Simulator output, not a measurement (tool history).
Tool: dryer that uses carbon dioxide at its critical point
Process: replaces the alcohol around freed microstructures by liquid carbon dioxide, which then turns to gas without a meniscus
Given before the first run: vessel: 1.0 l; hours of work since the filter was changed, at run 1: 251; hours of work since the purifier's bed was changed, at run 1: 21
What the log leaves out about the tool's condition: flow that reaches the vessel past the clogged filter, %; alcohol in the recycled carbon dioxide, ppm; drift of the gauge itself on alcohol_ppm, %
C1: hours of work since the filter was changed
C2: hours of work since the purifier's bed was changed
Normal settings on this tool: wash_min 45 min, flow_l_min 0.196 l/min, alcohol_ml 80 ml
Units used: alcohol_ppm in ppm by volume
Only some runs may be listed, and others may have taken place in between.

run 1 hour=0 | wash_min=45 flow_l_min=0.196 alcohol_ml=80 | C1=251 C2=21 | alcohol_ppm=46
run 2 hour=60.2 | wash_min=45 flow_l_min=0.196 alcohol_ml=80 | C1=298 C2=68 | alcohol_ppm=81
run 3 hour=109.9 | wash_min=45 flow_l_min=0.196 alcohol_ml=80 | C1=337 C2=107 | alcohol_ppm=91
-- hour=147.8 inlet filter changed
run 4 hour=169.1 | wash_min=45 flow_l_min=0.196 alcohol_ml=80 | C1=17 C2=153 | alcohol_ppm=45
run 5 hour=233.2 | wash_min=28 flow_l_min=0.196 alcohol_ml=80 | C1=67 C2=204 | alcohol_ppm=561
run 6 hour=289.3 | wash_min=28 flow_l_min=0.196 alcohol_ml=80 | C1=112 C2=248 | alcohol_ppm=611
run 7 hour=340.8 | wash_min=28 flow_l_min=0.196 alcohol_ml=98 | C1=152 C2=289 | alcohol_ppm=811
run 8 hour=385.2 | wash_min=47 flow_l_min=0.196 alcohol_ml=80 | C1=187 C2=324 | alcohol_ppm=75
run 9 hour=431 | wash_min=47 flow_l_min=0.196 alcohol_ml=80 | C1=223 C2=360 | alcohol_ppm=89
run 10 hour=465.6 | wash_min=45 flow_l_min=0.196 alcohol_ml=33 | C1=251 C2=387 | alcohol_ppm=83
run 11 hour=522 | wash_min=45 flow_l_min=0.196 alcohol_ml=80 | C1=295 C2=432 | alcohol_ppm=112
run 12 hour=573.3 | wash_min=45 flow_l_min=0.196 alcohol_ml=80 | C1=336 C2=472 | alcohol_ppm=139
run 13 hour=605.2 | wash_min=45 flow_l_min=0.196 alcohol_ml=80 | C1=361 C2=497 | alcohol_ppm=141
-- hour=610.5 inlet filter changed
run 14 hour=648.1 | wash_min=45 flow_l_min=0.213 alcohol_ml=80 | C1=30 C2=530 | alcohol_ppm=87
-- hour=673.1 purifier's bed changed
run 15 hour=708.7 | wash_min=45 flow_l_min=0.196 alcohol_ml=85 | C1=75 C2=28 | alcohol_ppm=45
run 16 hour=774.5 | wash_min=45 flow_l_min=0.196 alcohol_ml=85 | C1=127 C2=80 | alcohol_ppm=58
run 17 hour=833.3 | wash_min=52 flow_l_min=0.208 alcohol_ml=80 | C1=173 C2=126 | alcohol_ppm=36
run 18 hour=903.4 | wash_min=52 flow_l_min=0.208 alcohol_ml=80 | C1=229 C2=182 | alcohol_ppm=38
run 19 hour=949.3 | wash_min=47 flow_l_min=0.308 alcohol_ml=38 | C1=265 C2=218 | alcohol_ppm=36
run 20 hour=1009.5 | wash_min=47 flow_l_min=0.308 alcohol_ml=38 | C1=312 C2=265 | alcohol_ppm=43
-- hour=1075.5 inlet filter changed
run 21 hour=1075.6 | wash_min=32 flow_l_min=0.196 alcohol_ml=101 | C1=0 C2=317 | alcohol_ppm=323
run 22 hour=1127.2 | wash_min=59 flow_l_min=0.207 alcohol_ml=56 | C1=41 C2=357 | alcohol_ppm=55
run 23 hour=1184.9 | wash_min=59 flow_l_min=0.207 alcohol_ml=56 | C1=86 C2=403 | alcohol_ppm=58
run 24 hour=1224.5 | wash_min=50 flow_l_min=0.187 alcohol_ml=23 | C1=118 C2=434 | alcohol_ppm=72
run 25 hour=1284.8 | wash_min=50 flow_l_min=0.187 alcohol_ml=23 | C1=165 C2=482 | alcohol_ppm=77
run 26 hour=1342.6 | wash_min=30 flow_l_min=0.196 alcohol_ml=55 | C1=211 C2=527 | alcohol_ppm=431
-- hour=1373.3 purifier's bed changed
run 27 hour=1415.5 | wash_min=32 flow_l_min=0.292 alcohol_ml=21 | C1=266 C2=33 | alcohol_ppm=16

Forecast each of these 4 alternatives for the next run:
run A hour=1487.7 | wash_min=29 flow_l_min=0.129 alcohol_ml=75 | C1=323 C2=90 | alcohol_ppm=?
run B hour=1487.7 | wash_min=31 flow_l_min=0.231 alcohol_ml=67 | C1=323 C2=90 | alcohol_ppm=?
run C hour=1487.7 | wash_min=42 flow_l_min=0.247 alcohol_ml=31 | C1=323 C2=90 | alcohol_ppm=?
run D hour=1487.7 | wash_min=32 flow_l_min=0.202 alcohol_ml=71 | C1=323 C2=90 | alcohol_ppm=?

run=A alcohol_ppm=3446
run=B alcohol_ppm=214
run=C alcohol_ppm=19
run=D alcohol_ppm=386
Without the tool's hidden state the same runs would have given:
run=A alcohol_ppm=2175
run=B alcohol_ppm=80
run=C alcohol_ppm=0
run=D alcohol_ppm=182
